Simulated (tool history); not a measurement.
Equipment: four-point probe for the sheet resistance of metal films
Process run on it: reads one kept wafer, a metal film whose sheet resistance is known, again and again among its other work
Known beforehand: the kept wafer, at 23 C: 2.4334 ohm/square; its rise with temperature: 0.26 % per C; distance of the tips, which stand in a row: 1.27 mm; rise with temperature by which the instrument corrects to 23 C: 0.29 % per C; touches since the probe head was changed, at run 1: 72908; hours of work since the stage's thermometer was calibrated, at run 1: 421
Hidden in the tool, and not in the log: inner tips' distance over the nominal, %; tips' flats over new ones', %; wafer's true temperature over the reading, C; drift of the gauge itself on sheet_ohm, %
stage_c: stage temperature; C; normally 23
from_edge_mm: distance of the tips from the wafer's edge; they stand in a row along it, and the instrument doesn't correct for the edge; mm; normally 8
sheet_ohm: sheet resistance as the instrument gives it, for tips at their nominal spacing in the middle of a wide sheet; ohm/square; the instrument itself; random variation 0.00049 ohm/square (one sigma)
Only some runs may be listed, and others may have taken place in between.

run    hour  stage_c  from_edge_mm  touches since the probe head was changed  hours of work since the stage's thermometer was calibrated  sheet_ohm
  1     0.0       23             8                                     72908                                                         421   2.498491
  2    47.2       23             8                                     75140                                                         448   2.499676
  3    95.6       23             8                                     77431                                                         474   2.499948
  4   162.1       23             8                                     80575                                                         511   2.501172
  5   191.8       23             7                                     81979                                                         528   2.511871
  6   247.7       23            56                                     84623                                                         559   2.470383
  7   277.6       23            56                                     86038                                                         575   2.471172
  8   338.8       23            38                                     88931                                                         609   2.472247
  9   376.9       23             8                                     90731                                                         630   2.504259
 10   446.2       23             8                                     94010                                                         668   2.505473
 11   518.3       29             8                                     97420                                                         708   2.502378
 12   554.0       29             8                                     99110                                                         728   2.503120
 13   600.3       25             8                                    101297                                                         754   2.506240
 14   666.4       28             8                                    104426                                                         790   2.506310
 15   722.1       23             8                                    107060                                                         821   2.510434
 16   794.0       23             8                                    110458                                                         861   2.511522
 17   858.4       22             8                                    113505                                                         897   2.512741
 18   893.5       23             8                                    115163                                                         916   2.513008
 19   928.5       23             8                                    116818                                                         935   2.513851
      947.0  -- new probe head fitted
 20   980.8       23             8                                      1596                                                         964   2.468550
 21  1011.0       23             8                                      3024                                                         981   2.467603
 22  1060.0       35             9                                      5340                                                        1008   2.453392
 23  1089.8       28             8                                      6753                                                        1024   2.466247
 24  1160.9       21            48                                     10116                                                        1064   2.439887
 25  1192.9       20             4                                     11629                                                        1081   2.565806
 26  1254.3       19             5                                     14533                                                        1115   2.524092
 27  1323.5       20             5                                     17805                                                        1154   2.523750
 28  1391.1       20             5                                     21000                                                        1191   2.525605
 29  1428.0       25            30                                     22745                                                        1211   2.442629
     1432.0  -- stage's thermometer calibrated
 30  1481.9       22            30                                     25274                                                          28   2.446780
 31  1519.1       22            30                                     27030                                                          48   2.447163
 32  1564.6       22            30                                     29183                                                          73   2.448714
 33  1617.1       22            30                                     31665                                                         102   2.448808
 34  1664.5       22            30                                     33909                                                         129   2.449721
 35  1707.3       34             4                                     35932                                                         152   2.564755
 36  1779.9       29            45                                     39364                                                         193   2.445244
 37  1830.0       23            19                                     41734                                                         220   2.454953
     1840.3  -- stage's thermometer calibrated, once more
 38  1879.6       27            13                                     44055                                                          22   2.456826
 39  1919.9       23            63                                     45961                                                          44   2.448851
 40  1992.6       23            63                                     49399                                                          84   2.450636
 41  2022.5       22            30                                     50817                                                         101   2.452128
 42  2076.6       20            12                                     53374                                                         131   2.467330

For each entry between runs, how does the tool's hidden state at the last listed run before it compare with that at the first listed run after it?
In the gap between runs 19 and 20: new probe head fitted (hour 947.0)
  inner tips' distance over the nominal, %: 1.744 -> 0.011; tips' flats over new ones', %: 141 -> 2; wafer's true temperature over the reading, C: 0.18 -> 0.19
  measured value less the no-hidden-state value, sheet_ohm: +0.047778 -> +0.001491 ohm/square
In the gap between runs 29 and 30: stage's thermometer calibrated (hour 1432.0)
  inner tips' distance over the nominal, %: 0.272 -> 0.302; tips' flats over new ones', %: 28 -> 31; wafer's true temperature over the reading, C: 0.24 -> 0.34
  measured value less the no-hidden-state value, sheet_ohm: +0.008662 -> +0.010150 ohm/square
In the gap between runs 37 and 38: stage's thermometer calibrated, once more (hour 1840.3)
  inner tips' distance over the nominal, %: 0.506 -> 0.533; tips' flats over new ones', %: 51 -> 54; wafer's true temperature over the reading, C: 0.38 -> 0.02
  measured value less the no-hidden-state value, sheet_ohm: +0.015794 -> +0.014231 ohm/square
